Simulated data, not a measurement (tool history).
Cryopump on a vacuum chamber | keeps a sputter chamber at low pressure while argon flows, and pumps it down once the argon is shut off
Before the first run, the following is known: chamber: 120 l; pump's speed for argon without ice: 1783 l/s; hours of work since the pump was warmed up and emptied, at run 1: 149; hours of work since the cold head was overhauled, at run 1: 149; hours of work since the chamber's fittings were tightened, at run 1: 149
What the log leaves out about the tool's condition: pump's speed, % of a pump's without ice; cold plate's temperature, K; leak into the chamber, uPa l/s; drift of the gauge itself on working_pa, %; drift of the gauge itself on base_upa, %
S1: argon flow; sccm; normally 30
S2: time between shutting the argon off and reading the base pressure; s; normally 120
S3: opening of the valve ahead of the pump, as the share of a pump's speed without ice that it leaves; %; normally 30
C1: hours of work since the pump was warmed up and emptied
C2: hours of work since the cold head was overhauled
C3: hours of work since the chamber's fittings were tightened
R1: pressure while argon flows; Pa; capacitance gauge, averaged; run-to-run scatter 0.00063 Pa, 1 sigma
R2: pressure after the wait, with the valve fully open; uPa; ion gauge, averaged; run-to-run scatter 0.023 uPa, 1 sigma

run,hour,S1,S2,S3,C1,C2,C3,R1,R2
1,0.0,30,120,30,149,149,149,0.0964,0.85
2,29.4,30,120,30,174,174,174,0.0957,0.80
3,59.7,30,120,30,200,200,200,0.0961,0.82
4,78.1,30,120,30,216,216,216,0.0963,0.82
5,97.6,30,120,30,233,233,233,0.0973,0.88
6,121.8,30,120,30,253,253,253,0.0958,0.82
7,156.9,35,120,30,283,283,283,0.1138,0.90
8,182.3,35,120,30,305,305,305,0.1139,0.84
9,203.3,30,120,46,323,323,323,0.0636,0.90
10,230.8,30,120,46,347,347,347,0.0635,0.90
11,248.9,36,89,30,362,362,362,0.1164,1.12
12,267.8,28,43,16,379,379,379,0.1682,1.87
13,299.8,28,43,16,406,406,406,0.1685,1.86
14,323.9,28,32,20,427,427,427,0.1358,2.44
15,338.7,20,57,56,439,439,439,0.0359,1.51
16,370.7,20,57,56,467,467,467,0.0363,1.56
17,401.9,39,34,16,493,493,493,0.2351,2.34
18,425.5,39,34,16,514,514,514,0.2348,2.35

Had the tool no unlogged condition, and each run kept its random variation, what would the results have been?
run,R1,R2
1,0.0952,0.74
2,0.0944,0.68
3,0.0946,0.69
4,0.0947,0.69
5,0.0957,0.73
6,0.0941,0.67
7,0.1115,0.73
8,0.1114,0.67
9,0.0613,0.71
10,0.0611,0.70
11,0.1134,0.90
12,0.1658,1.65
13,0.1659,1.64
14,0.1330,2.20
15,0.0339,1.26
16,0.0341,1.30
17,0.2307,2.07
18,0.2301,2.06
